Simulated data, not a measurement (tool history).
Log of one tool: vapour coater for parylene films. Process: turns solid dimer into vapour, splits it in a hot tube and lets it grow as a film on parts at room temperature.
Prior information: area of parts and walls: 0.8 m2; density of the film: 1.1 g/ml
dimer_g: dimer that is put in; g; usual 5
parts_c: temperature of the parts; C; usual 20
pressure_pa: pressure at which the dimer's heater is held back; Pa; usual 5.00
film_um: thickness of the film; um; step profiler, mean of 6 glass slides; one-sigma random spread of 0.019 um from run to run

{"run": 1, "hour": 0.0, "dimer_g": 5, "parts_c": 20, "pressure_pa": 5.0, "film_um": 4.08}
{"run": 2, "hour": 42.1, "dimer_g": 5, "parts_c": 20, "pressure_pa": 5.0, "film_um": 4.07}
{"run": 3, "hour": 101.4, "dimer_g": 5, "parts_c": 20, "pressure_pa": 5.0, "film_um": 4.12}
{"run": 4, "hour": 147.6, "dimer_g": 5, "parts_c": 20, "pressure_pa": 5.0, "film_um": 4.08}
{"run": 5, "hour": 200.4, "dimer_g": 5, "parts_c": 20, "pressure_pa": 5.0, "film_um": 4.08}
{"run": 6, "hour": 257.4, "dimer_g": 5, "parts_c": 20, "pressure_pa": 5.0, "film_um": 4.06}
{"run": 7, "hour": 286.4, "dimer_g": 5, "parts_c": 20, "pressure_pa": 5.0, "film_um": 4.09}
{"run": 8, "hour": 336.1, "dimer_g": 5, "parts_c": 20, "pressure_pa": 5.0, "film_um": 4.07}
{"run": 9, "hour": 395.0, "dimer_g": 5, "parts_c": 20, "pressure_pa": 5.0, "film_um": 4.09}
{"run": 10, "hour": 454.6, "dimer_g": 5, "parts_c": 20, "pressure_pa": 5.0, "film_um": 4.06}
{"run": 11, "hour": 498.1, "dimer_g": 5, "parts_c": 20, "pressure_pa": 2.83, "film_um": 4.6}
{"run": 12, "hour": 527.7, "dimer_g": 5, "parts_c": 20, "pressure_pa": 5.0, "film_um": 4.06}
{"run": 13, "hour": 585.1, "dimer_g": 5, "parts_c": 20, "pressure_pa": 5.0, "film_um": 4.05}
{"run": 14, "hour": 646.4, "dimer_g": 5, "parts_c": 20, "pressure_pa": 5.0, "film_um": 4.05}
{"hour": 654.0, "done": "trap's valve overhauled"}
{"run": 15, "hour": 680.7, "dimer_g": 5, "parts_c": 24, "pressure_pa": 5.0, "film_um": 3.64}
{"run": 16, "hour": 741.7, "dimer_g": 5, "parts_c": 24, "pressure_pa": 5.0, "film_um": 3.64}
{"run": 17, "hour": 801.7, "dimer_g": 5, "parts_c": 22, "pressure_pa": 8.62, "film_um": 3.38}
{"run": 18, "hour": 844.5, "dimer_g": 5, "parts_c": 22, "pressure_pa": 8.62, "film_um": 3.41}
{"run": 19, "hour": 880.9, "dimer_g": 3, "parts_c": 24, "pressure_pa": 9.78, "film_um": 1.88}
{"run": 20, "hour": 930.7, "dimer_g": 3, "parts_c": 17, "pressure_pa": 5.82, "film_um": 2.56}
{"run": 21, "hour": 980.0, "dimer_g": 3, "parts_c": 17, "pressure_pa": 5.82, "film_um": 2.56}
{"run": 22, "hour": 1011.2, "dimer_g": 3, "parts_c": 17, "pressure_pa": 2.26, "film_um": 3.2}
{"run": 23, "hour": 1038.5, "dimer_g": 6, "parts_c": 20, "pressure_pa": 3.58, "film_um": 5.27}
{"run": 24, "hour": 1097.4, "dimer_g": 6, "parts_c": 20, "pressure_pa": 3.58, "film_um": 5.28}
{"run": 25, "hour": 1152.0, "dimer_g": 8, "parts_c": 20, "pressure_pa": 5.0, "film_um": 6.54}
{"run": 26, "hour": 1208.1, "dimer_g": 8, "parts_c": 20, "pressure_pa": 5.0, "film_um": 6.48}
{"run": 27, "hour": 1246.3, "dimer_g": 8, "parts_c": 22, "pressure_pa": 3.61, "film_um": 6.64}
{"run": 28, "hour": 1297.3, "dimer_g": 6, "parts_c": 20, "pressure_pa": 5.0, "film_um": 4.86}

Predict each of these 4 candidate next runs independently; none follows another, all start after run 28:
{"run": "A", "hour": 1333.6, "dimer_g": 8, "parts_c": 16, "pressure_pa": 5.0, "film_um": "?"}
{"run": "B", "hour": 1333.6, "dimer_g": 6, "parts_c": 28, "pressure_pa": 5.0, "film_um": "?"}
{"run": "C", "hour": 1333.6, "dimer_g": 2, "parts_c": 20, "pressure_pa": 2.69, "film_um": "?"}
{"run": "D", "hour": 1333.6, "dimer_g": 5, "parts_c": 20, "pressure_pa": 5.0, "film_um": "?"}

run=A film_um=7.30
run=B film_um=3.89
run=C film_um=1.89
run=D film_um=4.08
What these runs would have given with no unlogged condition in the tool:
run=A film_um=7.31
run=B film_um=3.90
run=C film_um=1.89
run=D film_um=4.09
